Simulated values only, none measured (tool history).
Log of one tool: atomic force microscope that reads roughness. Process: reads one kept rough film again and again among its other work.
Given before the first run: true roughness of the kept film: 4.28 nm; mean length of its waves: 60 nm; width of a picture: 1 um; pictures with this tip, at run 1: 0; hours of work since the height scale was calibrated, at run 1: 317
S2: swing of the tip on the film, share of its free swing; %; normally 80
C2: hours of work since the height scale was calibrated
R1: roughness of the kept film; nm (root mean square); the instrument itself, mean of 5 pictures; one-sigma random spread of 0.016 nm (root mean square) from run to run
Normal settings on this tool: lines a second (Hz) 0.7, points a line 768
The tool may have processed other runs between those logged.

Run 1, day 0: usual settings; pictures with this tip 0; C2 317. Result: R1 3.822 nm (root mean square).
Run 2, day 0.304: usual settings; pictures with this tip 8; C2 321. Result: R1 3.772 nm (root mean square).
Run 3, day 0.583: usual settings; pictures with this tip 15; C2 325. Result: R1 3.734 nm (root mean square).
Run 4, day 0.908: usual settings but lines a second (Hz) 0.824; pictures with this tip 23; C2 329. Result: R1 3.68 nm (root mean square).
Run 5, day 1.412: usual settings; pictures with this tip 36; C2 336. Result: R1 3.716 nm (root mean square).
Run 6, day 1.883: usual settings; pictures with this tip 48; C2 343. Result: R1 3.7 nm (root mean square).
Run 7, day 2.508: usual settings; pictures with this tip 63; C2 351. Result: R1 3.63 nm (root mean square).
Run 8, day 2.85: usual settings but S2 77 %; pictures with this tip 72; C2 356. Result: R1 3.641 nm (root mean square).
Run 9, day 3.454: usual settings; pictures with this tip 87; C2 364. Result: R1 3.555 nm (root mean square).
Run 10, day 4.062: usual settings; pictures with this tip 103; C2 373. Result: R1 3.501 nm (root mean square).
Run 11, day 4.558: usual settings but points a line 705; pictures with this tip 115; C2 380. Result: R1 3.467 nm (root mean square).
Run 12, day 5.138: usual settings but points a line 705; pictures with this tip 130; C2 388. Result: R1 3.43 nm (root mean square).
At day 5.217: height scale calibrated on a step standard.
Run 13, day 5.625: usual settings but points a line 705; pictures with this tip 142; C2 6. Result: R1 3.405 nm (root mean square).
Run 14, day 6.167: usual settings; pictures with this tip 155; C2 13. Result: R1 3.385 nm (root mean square).
At day 6.433: new tip fitted.
Run 15, day 6.779: usual settings; pictures with this tip 9; C2 21. Result: R1 3.771 nm (root mean square).
Run 16, day 7.308: usual settings; pictures with this tip 23; C2 29. Result: R1 3.745 nm (root mean square).
Run 17, day 7.904: usual settings but lines a second (Hz) 0.524; pictures with this tip 38; C2 37. Result: R1 3.774 nm (root mean square).
At day 8.246: height scale calibrated on a step standard, once more.
Run 18, day 8.421: usual settings; pictures with this tip 50; C2 2. Result: R1 3.635 nm (root mean square).
Run 19, day 8.929: usual settings; pictures with this tip 63; C2 9. Result: R1 3.58 nm (root mean square).
Run 20, day 9.412: usual settings; pictures with this tip 75; C2 16. Result: R1 3.572 nm (root mean square).
Run 21, day 10.054: usual settings; pictures with this tip 91; C2 25. Result: R1 3.516 nm (root mean square).
Run 22, day 10.6: usual settings; pictures with this tip 105; C2 33. Result: R1 3.475 nm (root mean square).
Run 23, day 11.192: usual settings; pictures with this tip 120; C2 41. Result: R1 3.431 nm (root mean square).
Run 24, day 11.612: usual settings but S2 88 %, points a line 516; pictures with this tip 131; C2 47. Result: R1 3.295 nm (root mean square).
Run 25, day 11.888: usual settings but lines a second (Hz) 2.684, S2 67 %, points a line 516; pictures with this tip 138; C2 50. Result: R1 3.206 nm (root mean square).
Run 26, day 12.375: usual settings but lines a second (Hz) 2.229, S2 78 %, points a line 595; pictures with this tip 150; C2 57. Result: R1 2.967 nm (root mean square).
At day 12.821: new tip fitted.
Run 27, day 12.983: usual settings but lines a second (Hz) 1.429, S2 61 %, points a line 595; pictures with this tip 4; C2 65. Result: R1 3.891 nm (root mean square).
Run 28, day 13.488: usual settings but lines a second (Hz) 0.848, S2 59 %, points a line 496; pictures with this tip 17; C2 72. Result: R1 3.932 nm (root mean square).
Run 29, day 13.754: usual settings but lines a second (Hz) 0.799, S2 60 %; pictures with this tip 24; C2 76. Result: R1 3.924 nm (root mean square).
Run 30, day 14.267: usual settings but lines a second (Hz) 0.799, S2 70 %, points a line 329; pictures with this tip 37; C2 83. Result: R1 3.774 nm (root mean square).
Run 31, day 14.696: usual settings but lines a second (Hz) 2.791, S2 70 %, points a line 884; pictures with this tip 47; C2 89. Result: R1 3.337 nm (root mean square).
Run 32, day 15.046: usual settings but lines a second (Hz) 0.719, points a line 884; pictures with this tip 56; C2 94. Result: R1 3.646 nm (root mean square).
Run 33, day 15.6: usual settings but lines a second (Hz) 2.715, S2 71 %, points a line 328; pictures with this tip 70; C2 101. Result: R1 3.273 nm (root mean square).
Run 34, day 15.867: usual settings but lines a second (Hz) 2.657, S2 84 %, points a line 292; pictures with this tip 77; C2 105. Result: R1 2.841 nm (root mean square).
Run 35, day 16.25: usual settings but lines a second (Hz) 2.657, S2 84 %, points a line 292; pictures with this tip 87; C2 110. Result: R1 2.825 nm (root mean square).
Run 36, day 16.671: usual settings but lines a second (Hz) 2.657, S2 84 %, points a line 292; pictures with this tip 98; C2 116. Result: R1 2.798 nm (root mean square).
Run 37, day 17.042: usual settings but lines a second (Hz) 0.55, S2 65 %, points a line 437; pictures with this tip 107; C2 121. Result: R1 3.664 nm (root mean square).
Run 38, day 17.392: usual settings but lines a second (Hz) 0.55, S2 65 %, points a line 437; pictures with this tip 116; C2 126. Result: R1 3.661 nm (root mean square).
Run 39, day 18.042: usual settings but lines a second (Hz) 0.55, S2 65 %, points a line 437; pictures with this tip 132; C2 135. Result: R1 3.604 nm (root mean square).
Run 40, day 18.325: usual settings but lines a second (Hz) 0.55, S2 65 %, points a line 437; pictures with this tip 140; C2 139. Result: R1 3.569 nm (root mean square).
Run 41, day 18.717: usual settings but lines a second (Hz) 3.062, S2 61 %, points a line 535; pictures with this tip 149; C2 145. Result: R1 3.258 nm (root mean square).
At day 19.179: new tip fitted.
Run 42, day 19.288: usual settings but lines a second (Hz) 1.267, S2 83 %, points a line 535; pictures with this tip 2; C2 152. Result: R1 3.533 nm (root mean square).
Run 43, day 19.729: usual settings but lines a second (Hz) 2.622, S2 83 %; pictures with this tip 14; C2 158. Result: R1 3.023 nm (root mean square).
Run 44, day 20.212: usual settings but lines a second (Hz) 2.523, S2 77 %, points a line 935; pictures with this tip 26; C2 165. Result: R1 3.228 nm (root mean square).
Run 45, day 20.762: usual settings but lines a second (Hz) 2.523, S2 77 %, points a line 935; pictures with this tip 40; C2 173. Result: R1 3.203 nm (root mean square).

Pick out some run-to-run changes in R1. Of each, how much would a tool without hidden state show as well, from the settings, what came in and chance, and how much is left for the hidden state and any gauge scatter not in both results compared?
Hidden state present: radius of the tip, nm; height scale over the true one, %; drift of the gauge itself on roughness_nm, %.
Run 14 -> 15: new tip fitted. R1 +0.386 nm (root mean square): hidden state +0.397, all else -0.011.
Run 26 -> 27: lines a second (Hz) 2.229 -> 1.429, S2 78 -> 61, new tip fitted. R1 +0.924 nm (root mean square): hidden state +0.366, all else +0.558.
Run 36 -> 37: lines a second (Hz) 2.657 -> 0.55, S2 84 -> 65, points a line 292 -> 437. R1 +0.866 nm (root mean square): hidden state -0.098, all else +0.964.
Run 41 -> 42: lines a second (Hz) 3.062 -> 1.267, S2 61 -> 83, new tip fitted. R1 +0.275 nm (root mean square): hidden state +0.397, all else -0.122.
Run 42 -> 43: lines a second (Hz) 1.267 -> 2.622, points a line 535 -> 768. R1 -0.51 nm (root mean square): hidden state -0.03, all else -0.48.
